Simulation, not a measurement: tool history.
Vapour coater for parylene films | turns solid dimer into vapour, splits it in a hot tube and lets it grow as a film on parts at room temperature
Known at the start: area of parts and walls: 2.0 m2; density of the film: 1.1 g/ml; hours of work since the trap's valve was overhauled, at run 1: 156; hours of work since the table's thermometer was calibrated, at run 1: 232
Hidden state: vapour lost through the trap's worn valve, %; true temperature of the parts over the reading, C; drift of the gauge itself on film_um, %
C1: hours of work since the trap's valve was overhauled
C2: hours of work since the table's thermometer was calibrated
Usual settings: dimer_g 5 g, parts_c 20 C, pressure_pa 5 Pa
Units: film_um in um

Run 1, hour 0: usual settings; C1 156; C2 232. Result: film_um 1.21 um.
Run 2, hour 62.4: usual settings; C1 205; C2 281. Result: film_um 1.2 um.
Run 3, hour 112.4: usual settings but dimer_g 2 g; C1 244; C2 320. Result: film_um 0.49 um.
Run 4, hour 158.6: usual settings but pressure_pa 2.17 Pa; C1 280; C2 356. Result: film_um 1.25 um.
Run 5, hour 194.1: usual settings but pressure_pa 2.17 Pa; C1 308; C2 384. Result: film_um 1.25 um.
Run 6, hour 249.7: usual settings; C1 352; C2 428. Result: film_um 1.18 um.
Run 7, hour 281.8: usual settings but pressure_pa 10.69 Pa; C1 377; C2 453. Result: film_um 1.14 um.
Run 8, hour 324.2: usual settings but pressure_pa 10.69 Pa; C1 410; C2 486. Result: film_um 1.15 um.
At hour 345.4: trap's valve overhauled.
Run 9, hour 365.5: usual settings but pressure_pa 10.69 Pa; C1 16; C2 515. Result: film_um 1.14 um.
Run 10, hour 403.8: usual settings but parts_c 21 C, pressure_pa 10.69 Pa; C1 46; C2 545. Result: film_um 1.11 um.
Run 11, hour 434.9: usual settings; C1 70; C2 569. Result: film_um 1.2 um.
Run 12, hour 470.7: usual settings; C1 98; C2 597. Result: film_um 1.2 um.
Run 13, hour 507.1: usual settings; C1 127; C2 626. Result: film_um 1.19 um.
Run 14, hour 550.5: usual settings; C1 161; C2 660. Result: film_um 1.19 um.
Run 15, hour 585.1: usual settings; C1 188; C2 687. Result: film_um 1.19 um.
Run 16, hour 638.5: usual settings; C1 230; C2 729. Result: film_um 1.2 um.
Run 17, hour 685.3: usual settings; C1 266; C2 766. Result: film_um 1.19 um.
Run 18, hour 727.6: usual settings; C1 299; C2 799. Result: film_um 1.2 um.
Run 19, hour 787.4: usual settings but dimer_g 2 g; C1 346; C2 846. Result: film_um 0.47 um.
Run 20, hour 842: usual settings but dimer_g 2 g; C1 389; C2 888. Result: film_um 0.48 um.
At hour 886.1: trap's valve overhauled.
Run 21, hour 892.5: usual settings but dimer_g 2 g; C1 5; C2 925. Result: film_um 0.48 um.
Run 22, hour 938.3: usual settings but dimer_g 2 g; C1 41; C2 961. Result: film_um 0.47 um.
Run 23, hour 991.2: usual settings but dimer_g 2 g; C1 82; C2 1002. Result: film_um 0.48 um.
Run 24, hour 1044.9: usual settings but dimer_g 2 g; C1 124; C2 1044. Result: film_um 0.48 um.
Run 25, hour 1106.6: usual settings but dimer_g 2 g; C1 173; C2 1092. Result: film_um 0.48 um.
Run 26, hour 1164.7: usual settings but dimer_g 3 g, parts_c 23 C, pressure_pa 3.38 Pa; C1 218; C2 1138. Result: film_um 0.65 um.
Run 27, hour 1216.5: usual settings but parts_c 16 C, pressure_pa 2.16 Pa; C1 259; C2 1178. Result: film_um 1.45 um.
Run 28, hour 1261.9: usual settings but parts_c 16 C, pressure_pa 2.16 Pa; C1 294; C2 1214. Result: film_um 1.46 um.
Run 29, hour 1304.8: usual settings but parts_c 16 C, pressure_pa 2.16 Pa; C1 328; C2 1248. Result: film_um 1.47 um.
Run 30, hour 1351.9: usual settings but dimer_g 2 g, parts_c 31 C, pressure_pa 2.68 Pa; C1 365; C2 1284. Result: film_um 0.34 um.
Run 31, hour 1410.8: usual settings but parts_c 31 C, pressure_pa 4.23 Pa; C1 411; C2 1331. Result: film_um 0.8 um.
At hour 1427.8: trap's valve overhauled.
Run 32, hour 1449.7: usual settings but dimer_g 6 g, parts_c 24 C, pressure_pa 10.57 Pa; C1 17; C2 1358. Result: film_um 1.2 um.
Run 33, hour 1492.2: usual settings but dimer_g 6 g, parts_c 23 C, pressure_pa 11.8 Pa; C1 50; C2 1391. Result: film_um 1.23 um.
Run 34, hour 1541.5: usual settings but parts_c 21 C; C1 89; C2 1430. Result: film_um 1.16 um.
Run 35, hour 1595.9: usual settings but dimer_g 2 g, parts_c 13 C, pressure_pa 9.42 Pa; C1 132; C2 1472. Result: film_um 0.61 um.
Run 36, hour 1626.1: usual settings but parts_c 18 C, pressure_pa 7.98 Pa; C1 155; C2 1496. Result: film_um 1.24 um.
Run 37, hour 1663: usual settings but dimer_g 7 g, parts_c 13 C, pressure_pa 11.77 Pa; C1 184; C2 1525. Result: film_um 2.06 um.
Run 38, hour 1726.2: usual settings but dimer_g 4 g, parts_c 30 C, pressure_pa 9.31 Pa; C1 234; C2 1574. Result: film_um 0.64 um.
Run 39, hour 1768.7: usual settings but dimer_g 2 g, parts_c 26 C, pressure_pa 5.59 Pa; C1 267; C2 1608. Result: film_um 0.4 um.
Run 40, hour 1831.9: usual settings but dimer_g 2 g, parts_c 26 C, pressure_pa 5.59 Pa; C1 316; C2 1657. Result: film_um 0.38 um.
Run 41, hour 1881.2: usual settings but dimer_g 6 g, parts_c 25 C, pressure_pa 4.14 Pa; C1 355; C2 1696. Result: film_um 1.22 um.

Run 42 comes next. What will it give?
Run 42, hour 1922.6: usual settings but dimer_g 4 g, parts_c 25 C, pressure_pa 2.93 Pa; C1 387; C2 1728. Result: film_um ?.

Run 42 gave film_um 0.82 um.
Without the tool's hidden state the same run would have given film_um 0.82 um.
